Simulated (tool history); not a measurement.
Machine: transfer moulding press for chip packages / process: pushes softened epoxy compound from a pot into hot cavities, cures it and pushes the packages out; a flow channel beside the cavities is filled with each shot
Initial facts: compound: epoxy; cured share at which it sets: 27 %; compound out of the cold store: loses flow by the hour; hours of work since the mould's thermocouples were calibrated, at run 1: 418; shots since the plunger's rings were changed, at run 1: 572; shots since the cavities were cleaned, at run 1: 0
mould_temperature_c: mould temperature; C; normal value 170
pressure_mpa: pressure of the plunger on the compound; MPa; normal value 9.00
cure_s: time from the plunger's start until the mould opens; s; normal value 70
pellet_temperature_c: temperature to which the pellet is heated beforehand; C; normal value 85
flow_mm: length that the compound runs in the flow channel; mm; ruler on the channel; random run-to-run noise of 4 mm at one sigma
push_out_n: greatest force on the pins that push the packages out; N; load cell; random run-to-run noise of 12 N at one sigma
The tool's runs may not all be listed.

| run | hour | mould_temperature_c | pressure_mpa | cure_s | pellet_temperature_c | hours of work since the mould's thermocouples were calibrated | shots since the plunger's rings were changed | shots since the cavities were cleaned | incoming compound's hours out of the cold store | flow_mm | push_out_n |
|---|---|---|---|---|---|---|---|---|---|---|---|
| 1 | 0.0 | 170 | 9.00 | 70 | 85 | 418 | 572 | 0 | 33.4 | 840 | 545 |
|  | 38.3 | cavities cleaned with cleaning compound and waxed |
| 2 | 55.3 | 170 | 9.00 | 70 | 85 | 459 | 1516 | 298 | 34.5 | 828 | 539 |
|  | 76.8 | cavities cleaned with cleaning compound and waxed |
| 3 | 94.1 | 170 | 9.00 | 70 | 85 | 487 | 2170 | 303 | 20.9 | 913 | 542 |
|  | 116.8 | cavities cleaned with cleaning compound and waxed |
|  | 123.4 | plunger's sealing rings changed |
| 4 | 149.6 | 170 | 9.00 | 70 | 85 | 526 | 460 | 532 | 18.4 | 925 | 548 |
|  | 155.9 | cavities cleaned with cleaning compound and waxed |
|  | 193.4 | cavities cleaned with cleaning compound and waxed |
| 5 | 206.2 | 170 | 9.00 | 70 | 85 | 567 | 1400 | 225 | 27.6 | 868 | 535 |
|  | 232.0 | cavities cleaned with cleaning compound and waxed |
| 6 | 241.2 | 170 | 9.00 | 70 | 85 | 592 | 1987 | 162 | 33.9 | 831 | 536 |
|  | 270.0 | cavities cleaned with cleaning compound and waxed |
| 7 | 276.2 | 170 | 9.00 | 70 | 85 | 617 | 2575 | 109 | 44.2 | 775 | 510 |
|  | 284.5 | plunger's sealing rings changed |
|  | 310.9 | cavities cleaned with cleaning compound and waxed |
| 8 | 342.0 | 170 | 9.00 | 99 | 84 | 664 | 984 | 547 | 24.9 | 889 | 452 |
|  | 349.3 | cavities cleaned with cleaning compound and waxed |
|  | 386.0 | cavities cleaned with cleaning compound and waxed |
| 9 | 396.3 | 170 | 9.00 | 99 | 84 | 703 | 1883 | 181 | 16.8 | 943 | 458 |
|  | 424.2 | cavities cleaned with cleaning compound and waxed |
|  | 442.3 | plunger's sealing rings changed |
|  | 463.9 | cavities cleaned with cleaning compound and waxed |
| 10 | 475.8 | 168 | 9.00 | 65 | 83 | 759 | 560 | 208 | 47.6 | 765 | 663 |
|  | 484.1 | mould's thermocouples calibrated |
|  | 504.7 | cavities cleaned with cleaning compound and waxed |
| 11 | 529.4 | 163 | 8.50 | 65 | 91 | 33 | 1440 | 434 | 10.7 | 980 | 1017 |
|  | 544.6 | cavities cleaned with cleaning compound and waxed |
| 12 | 577.8 | 163 | 8.50 | 65 | 91 | 69 | 2263 | 584 | 18.1 | 931 | 952 |
|  | 585.8 | cavities cleaned with cleaning compound and waxed |
|  | 605.6 | plunger's sealing rings changed |
| 13 | 621.8 | 163 | 9.00 | 62 | 85 | 99 | 285 | 589 | 18.7 | 962 | 1124 |

Describe how what the log doesn't record of the tool's condition differs between the last listed run preceding each entry between runs and the first listed run following it.
Runs 1 to 2: cavities cleaned with cleaning compound and waxed (hour 38.3)
  pressure that reaches the compound, % of what is set: 99.98 -> 99.94; grip of the stained cavities, % over clean ones': 0 -> 0.4
Runs 2 to 3: cavities cleaned with cleaning compound and waxed (hour 76.8)
  pressure that reaches the compound, % of what is set: 99.94 -> 99.92
Runs 3 to 4: cavities cleaned with cleaning compound and waxed (hour 116.8); plunger's sealing rings changed (hour 123.4)
  pressure that reaches the compound, % of what is set: 99.92 -> 99.98; grip of the stained cavities, % over clean ones': 0.4 -> 0.6
Runs 4 to 5: cavities cleaned with cleaning compound and waxed (hour 155.9); cavities cleaned with cleaning compound and waxed (hour 193.4)
  pressure that reaches the compound, % of what is set: 99.98 -> 99.94; grip of the stained cavities, % over clean ones': 0.6 -> 0.4
Runs 5 to 6: cavities cleaned with cleaning compound and waxed (hour 232.0)
  pressure that reaches the compound, % of what is set: 99.94 -> 99.92; grip of the stained cavities, % over clean ones': 0.4 -> 0.3
Runs 6 to 7: cavities cleaned with cleaning compound and waxed (hour 270.0)
  pressure that reaches the compound, % of what is set: 99.92 -> 99.9; grip of the stained cavities, % over clean ones': 0.3 -> 0.2
Runs 7 to 8: plunger's sealing rings changed (hour 284.5); cavities cleaned with cleaning compound and waxed (hour 310.9)
  true mould temperature over the reading, C: 0.02 -> 0.03; pressure that reaches the compound, % of what is set: 99.9 -> 99.97; grip of the stained cavities, % over clean ones': 0.2 -> 0.7
Runs 8 to 9: cavities cleaned with cleaning compound and waxed (hour 349.3); cavities cleaned with cleaning compound and waxed (hour 386.0)
  pressure that reaches the compound, % of what is set: 99.97 -> 99.94; grip of the stained cavities, % over clean ones': 0.7 -> 0.3
Runs 9 to 10: cavities cleaned with cleaning compound and waxed (hour 424.2); plunger's sealing rings changed (hour 442.3); cavities cleaned with cleaning compound and waxed (hour 463.9)
  pressure that reaches the compound, % of what is set: 99.94 -> 99.97
Runs 10 to 11: mould's thermocouples calibrated (hour 484.1); cavities cleaned with cleaning compound and waxed (hour 504.7)
  true mould temperature over the reading, C: 0.03 -> 0; pressure that reaches the compound, % of what is set: 99.97 -> 99.94; grip of the stained cavities, % over clean ones': 0.3 -> 0.6
Runs 11 to 12: cavities cleaned with cleaning compound and waxed (hour 544.6)
  pressure that reaches the compound, % of what is set: 99.94 -> 99.9; grip of the stained cavities, % over clean ones': 0.6 -> 0.7
Runs 12 to 13: cavities cleaned with cleaning compound and waxed (hour 585.8); plunger's sealing rings changed (hour 605.6)
  true mould temperature over the reading, C: 0 -> 0.01; pressure that reaches the compound, % of what is set: 99.9 -> 99.99

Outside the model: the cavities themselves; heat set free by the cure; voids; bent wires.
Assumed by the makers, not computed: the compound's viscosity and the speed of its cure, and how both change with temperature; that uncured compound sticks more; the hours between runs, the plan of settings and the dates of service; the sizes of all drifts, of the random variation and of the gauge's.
